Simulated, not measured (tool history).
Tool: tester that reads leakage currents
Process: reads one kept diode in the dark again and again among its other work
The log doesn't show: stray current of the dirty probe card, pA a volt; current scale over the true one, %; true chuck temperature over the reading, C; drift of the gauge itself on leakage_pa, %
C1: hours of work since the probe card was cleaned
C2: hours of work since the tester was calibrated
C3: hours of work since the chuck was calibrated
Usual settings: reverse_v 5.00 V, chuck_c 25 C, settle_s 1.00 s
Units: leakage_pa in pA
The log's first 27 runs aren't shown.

run 28 hour=2642.3 | reverse_v=5.53 chuck_c=35 settle_s=1.69 | C1=219 C2=2651 C3=219 | leakage_pa=173.69
run 29 hour=2750.0 | reverse_v=1.53 chuck_c=22 settle_s=2.49 | C1=297 C2=2729 C3=297 | leakage_pa=27.62
run 30 hour=2840.7 | reverse_v=1.53 chuck_c=22 settle_s=2.49 | C1=363 C2=2795 C3=363 | leakage_pa=27.63
run 31 hour=2930.7 | reverse_v=1.53 chuck_c=22 settle_s=2.49 | C1=428 C2=2861 C3=428 | leakage_pa=28.26
run 32 hour=3014.5 | reverse_v=1.53 chuck_c=22 settle_s=2.49 | C1=489 C2=2922 C3=489 | leakage_pa=28.58
-- hour=3079.0 probe card cleaned and baked, once more
run 33 hour=3175.9 | reverse_v=1.68 chuck_c=59 settle_s=1.00 | C1=70 C2=3036 C3=604 | leakage_pa=618.24
run 34 hour=3278.3 | reverse_v=6.84 chuck_c=25 settle_s=2.81 | C1=145 C2=3111 C3=679 | leakage_pa=76.42
run 35 hour=3359.7 | reverse_v=1.22 chuck_c=32 settle_s=2.81 | C1=204 C2=3170 C3=738 | leakage_pa=56.16
run 36 hour=3513.6 | reverse_v=1.22 chuck_c=32 settle_s=2.81 | C1=316 C2=3282 C3=849 | leakage_pa=56.83
run 37 hour=3616.1 | reverse_v=1.22 chuck_c=32 settle_s=2.81 | C1=390 C2=3356 C3=924 | leakage_pa=57.57

4 ways to go on from here, each from the tool as it stands after run 37. What would each give?
run A hour=3754.7 | reverse_v=1.22 chuck_c=32 settle_s=0.41 | C1=491 C2=3457 C3=1024 | leakage_pa=?
run B hour=3754.7 | reverse_v=1.22 chuck_c=22 settle_s=6.36 | C1=491 C2=3457 C3=1024 | leakage_pa=?
run C hour=3754.7 | reverse_v=12.28 chuck_c=25 settle_s=1.00 | C1=491 C2=3457 C3=1024 | leakage_pa=?
run D hour=3754.7 | reverse_v=10.74 chuck_c=25 settle_s=1.20 | C1=491 C2=3457 C3=1024 | leakage_pa=?

run=A leakage_pa=58.88
run=B leakage_pa=23.41
run=C leakage_pa=116.21
run=D leakage_pa=107.22
Without the tool's hidden state the same runs would have given:
run=A leakage_pa=52.20
run=B leakage_pa=20.30
run=C leakage_pa=98.73
run=D leakage_pa=91.29
